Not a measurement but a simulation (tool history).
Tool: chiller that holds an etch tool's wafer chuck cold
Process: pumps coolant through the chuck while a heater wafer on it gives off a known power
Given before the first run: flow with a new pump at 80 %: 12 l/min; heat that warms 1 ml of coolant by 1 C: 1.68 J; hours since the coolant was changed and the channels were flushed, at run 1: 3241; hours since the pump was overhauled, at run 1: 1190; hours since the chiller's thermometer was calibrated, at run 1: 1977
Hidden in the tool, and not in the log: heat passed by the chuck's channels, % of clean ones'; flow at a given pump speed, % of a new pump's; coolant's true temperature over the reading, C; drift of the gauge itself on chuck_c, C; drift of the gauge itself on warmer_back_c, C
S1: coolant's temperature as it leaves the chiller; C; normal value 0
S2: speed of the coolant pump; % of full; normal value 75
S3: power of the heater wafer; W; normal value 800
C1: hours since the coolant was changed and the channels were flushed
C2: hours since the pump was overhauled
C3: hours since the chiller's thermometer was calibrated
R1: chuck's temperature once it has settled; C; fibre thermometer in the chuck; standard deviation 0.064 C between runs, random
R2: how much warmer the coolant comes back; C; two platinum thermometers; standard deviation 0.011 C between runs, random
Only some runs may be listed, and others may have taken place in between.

run 1 hour=0 | S1=0 S2=75 S3=800 | C1=3241 C2=1190 C3=1977 | R1=8.87 R2=2.54
run 2 hour=28.7 | S1=-8 S2=75 S3=800 | C1=3270 C2=1219 C3=2006 | R1=1.09 R2=2.55
run 3 hour=54.3 | S1=-8 S2=75 S3=800 | C1=3295 C2=1244 C3=2032 | R1=1.07 R2=2.56
-- hour=74.6 coolant changed, channels flushed
run 4 hour=83.6 | S1=0 S2=75 S3=1161 | C1=9 C2=1268 C3=2055 | R1=10.31 R2=3.73
run 5 hour=107.7 | S1=0 S2=75 S3=525 | C1=33 C2=1292 C3=2079 | R1=4.35 R2=1.68
run 6 hour=135.1 | S1=0 S2=75 S3=525 | C1=61 C2=1319 C3=2106 | R1=4.3 R2=1.68
run 7 hour=149.4 | S1=0 S2=75 S3=525 | C1=75 C2=1333 C3=2121 | R1=4.31 R2=1.68
run 8 hour=173.7 | S1=0 S2=75 S3=800 | C1=99 C2=1358 C3=2145 | R1=6.85 R2=2.57
run 9 hour=199.6 | S1=0 S2=88 S3=800 | C1=125 C2=1384 C3=2171 | R1=6.26 R2=2.21
run 10 hour=230 | S1=0 S2=88 S3=800 | C1=155 C2=1414 C3=2201 | R1=6.3 R2=2.18
run 11 hour=249 | S1=0 S2=88 S3=800 | C1=174 C2=1433 C3=2220 | R1=6.15 R2=2.18
run 12 hour=279 | S1=0 S2=88 S3=800 | C1=204 C2=1463 C3=2250 | R1=6.26 R2=2.2
run 13 hour=296.1 | S1=0 S2=88 S3=800 | C1=222 C2=1480 C3=2267 | R1=6.22 R2=2.21
run 14 hour=319.5 | S1=0 S2=74 S3=800 | C1=245 C2=1503 C3=2291 | R1=7.22 R2=2.62
run 15 hour=334.7 | S1=-8 S2=75 S3=601 | C1=260 C2=1519 C3=2306 | R1=-2.92 R2=1.93
run 16 hour=359 | S1=-8 S2=75 S3=601 | C1=284 C2=1543 C3=2330 | R1=-2.96 R2=1.92
run 17 hour=374.1 | S1=3 S2=65 S3=614 | C1=300 C2=1558 C3=2345 | R1=8.88 R2=2.27
run 18 hour=388.3 | S1=3 S2=91 S3=1123 | C1=314 C2=1572 C3=2360 | R1=11.68 R2=3
run 19 hour=417.3 | S1=0 S2=75 S3=760 | C1=343 C2=1601 C3=2389 | R1=6.71 R2=2.44
run 20 hour=448 | S1=3 S2=88 S3=548 | C1=373 C2=1632 C3=2419 | R1=7.03 R2=1.53
run 21 hour=462 | S1=10 S2=70 S3=414 | C1=387 C2=1646 C3=2433 | R1=13.32 R2=1.41
run 22 hour=482.9 | S1=3 S2=66 S3=414 | C1=408 C2=1667 C3=2454 | R1=6.53 R2=1.49
run 23 hour=512.3 | S1=9 S2=75 S3=613 | C1=438 C2=1696 C3=2484 | R1=14.18 R2=1.96
run 24 hour=528.6 | S1=6 S2=98 S3=800 | C1=454 C2=1713 C3=2500 | R1=11.68 R2=1.99
run 25 hour=552.7 | S1=7 S2=81 S3=479 | C1=478 C2=1737 C3=2524 | R1=10.65 R2=1.42
run 26 hour=574.5 | S1=7 S2=81 S3=479 | C1=500 C2=1759 C3=2546 | R1=10.6 R2=1.43
run 27 hour=588.7 | S1=7 S2=81 S3=479 | C1=514 C2=1773 C3=2560 | R1=10.6 R2=1.43

For some of the steps in R1 from one run to the next: how much would appear even if the tool had no hidden state, given the settings, what came in and random variation, and how much remains for the hidden state plus any gauge scatter that the measured result and the result without hidden state don't share?
Run 3 -> 4: S1 -8 -> 0, S3 800 -> 1161, coolant changed, channels flushed. R1 +9.24 C: hidden state -2.02, all else +11.26.
Run 14 -> 15: S1 0 -> -8, S2 74 -> 75, S3 800 -> 601. R1 -10.14 C: hidden state -0.06, all else -10.08.
Run 16 -> 17: S1 -8 -> 3, S2 75 -> 65, S3 601 -> 614. R1 +11.84 C: hidden state +0.02, all else +11.82.
Run 17 -> 18: S2 65 -> 91, S3 614 -> 1123. R1 +2.8 C: hidden state +0.11, all else +2.69.
